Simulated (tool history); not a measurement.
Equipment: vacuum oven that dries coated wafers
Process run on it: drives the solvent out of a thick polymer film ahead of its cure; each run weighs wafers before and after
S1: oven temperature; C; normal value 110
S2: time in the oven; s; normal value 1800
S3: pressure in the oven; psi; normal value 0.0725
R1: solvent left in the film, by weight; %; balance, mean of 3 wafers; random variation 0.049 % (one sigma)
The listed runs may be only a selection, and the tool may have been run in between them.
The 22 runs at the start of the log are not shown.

| run | day | S1 | S2 | S3 | R1 |
|---|---|---|---|---|---|
| 23 | 32.817 | 108 | 1020 | 0.0846 | 6.45 |
| 24 | 34.312 | 108 | 1020 | 0.0846 | 6.59 |
| 25 | 36.642 | 108 | 1560 | 0.0846 | 3.78 |
| 26 | 38.421 | 110 | 1320 | 0.2084 | 4.71 |
| 27 | 39.483 | 110 | 1320 | 0.2084 | 4.86 |
| 28 | 40.771 | 110 | 1320 | 0.2084 | 4.78 |
| 29 | 42.596 | 110 | 1320 | 0.2084 | 4.82 |
| 30 | 44.262 | 110 | 2520 | 0.0725 | 1.44 |
|  | 46.104 | vacuum gauge cleaned of residue and calibrated |
| 31 | 46.496 | 108 | 1920 | 0.1637 | 3.12 |
| 32 | 47.812 | 98 | 1920 | 0.1637 | 5.61 |
| 33 | 49.396 | 98 | 1920 | 0.1637 | 5.56 |
| 34 | 50.588 | 98 | 1920 | 0.1637 | 5.56 |
| 35 | 51.921 | 98 | 1920 | 0.1637 | 5.5 |
| 36 | 54.029 | 98 | 1500 | 0.1637 | 7.06 |
| 37 | 55.35 | 110 | 1800 | 0.0715 | 2.57 |
| 38 | 57.308 | 105 | 960 | 0.0409 | 7.62 |
| 39 | 58.396 | 112 | 1140 | 0.0371 | 4.5 |
| 40 | 60.104 | 106 | 1440 | 0.2046 | 5.31 |
| 41 | 62.288 | 106 | 1440 | 0.2046 | 5.27 |
| 42 | 63.554 | 97 | 2820 | 0.1276 | 3.55 |

Alternative continuations, all from the tool just after run 42; predict every row:
| A | 64.879 | 119 | 1140 | 0.2561 | ? |
| B | 64.879 | 110 | 1680 | 0.1694 | ? |
| C | 64.879 | 97 | 1500 | 0.1276 | ? |
| D | 64.879 | 106 | 2820 | 0.1276 | ? |
| E | 64.879 | 116 | 900 | 0.0725 | ? |

| run | R1 |
|---|---|
| A | 3.6 |
| B | 3.38 |
| C | 7.33 |
| D | 1.85 |
| E | 5.27 |
With the hidden condition removed and each run's random variation left untouched, the same runs would have given:
| run | R1 |
|---|---|
| A | 3.3 |
| B | 3.06 |
| C | 6.89 |
| D | 1.61 |
| E | 4.91 |
